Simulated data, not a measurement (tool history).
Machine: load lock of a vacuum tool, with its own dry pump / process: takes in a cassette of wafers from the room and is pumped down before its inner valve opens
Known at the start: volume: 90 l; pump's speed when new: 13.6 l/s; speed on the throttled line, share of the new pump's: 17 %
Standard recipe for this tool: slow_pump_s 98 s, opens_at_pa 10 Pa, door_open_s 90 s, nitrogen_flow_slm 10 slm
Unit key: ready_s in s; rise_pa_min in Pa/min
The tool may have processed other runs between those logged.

run	hour	slow_pump_s	opens_at_pa	door_open_s	nitrogen_flow_slm	incoming humidity of the room's air, %	ready_s	rise_pa_min
1	0.0	98	10	90	10	42.8	146.2	0.085
2	69.5	98	10	90	10	46.9	145.9	0.096
3	148.9	98	10	90	10	42.5	146.0	0.093
4	245.8	98	10	90	10	46.3	146.3	0.098
5	296.1	98	10	90	10	46.1	145.8	0.097
6	370.9	98	10	90	10	45.6	144.7	0.104
7	455.9	98	10	90	10	44.7	145.6	0.099
8	520.5	98	10	90	10	42.0	146.7	0.089
9	584.1	98	10	90	10	45.5	147.9	0.096
10	648.4	98	10	90	10	44.1	146.1	0.097
11	755.1	98	10	90	10	46.5	146.9	0.101
12	807.6	98	10	90	10	44.1	146.5	0.101
13	892.2	98	10	90	10	48.1	145.4	0.109
14	988.7	98	10	90	8	41.4	146.7	0.103
15	1082.8	140	10	90	8	48.2	181.8	0.109
16	1148.3	140	10	90	8	45.4	179.9	0.107
17	1248.2	140	10	90	8	46.3	182.3	0.111
18	1297.0	140	10	90	8	46.6	179.9	0.111
19	1353.6	140	10	90	8	47.9	183.3	0.109
20	1447.9	59	10	90	4	43.1	114.2	0.111
21	1546.8	59	10	90	4	46.7	114.2	0.118
22	1597.3	125	11	48	4	45.4	167.6	0.099
23	1674.2	98	10	48	12	46.8	145.6	0.095
24	1724.5	98	14	41	31	44.3	143.6	0.075
25	1832.1	98	14	41	31	46.8	143.9	0.083
26	1934.1	117	10	121	10	44.5	164.6	0.122
27	2036.5	55	10	90	7	44.4	110.4	0.122
28	2085.0	81	10	80	10	46.8	133.0	0.117
29	2138.2	82	12	83	17	42.5	132.9	0.104
30	2199.0	98	8	90	6	43.0	148.2	0.126
31	2289.2	111	14	90	6	45.5	155.6	0.132
32	2384.9	98	13	27	10	49.1	144.6	0.096

Run 33 comes next. What will it give?
33	2431.9	98	8	90	42	47.3	?	?

{"run 33": {"ready_s": 149.3, "rise_pa_min": 0.098}}
Were there no unlogged condition in the tool, this run, its random variation unchanged, would have produced ready_s 145.2 s, rise_pa_min 0.033 Pa/min.
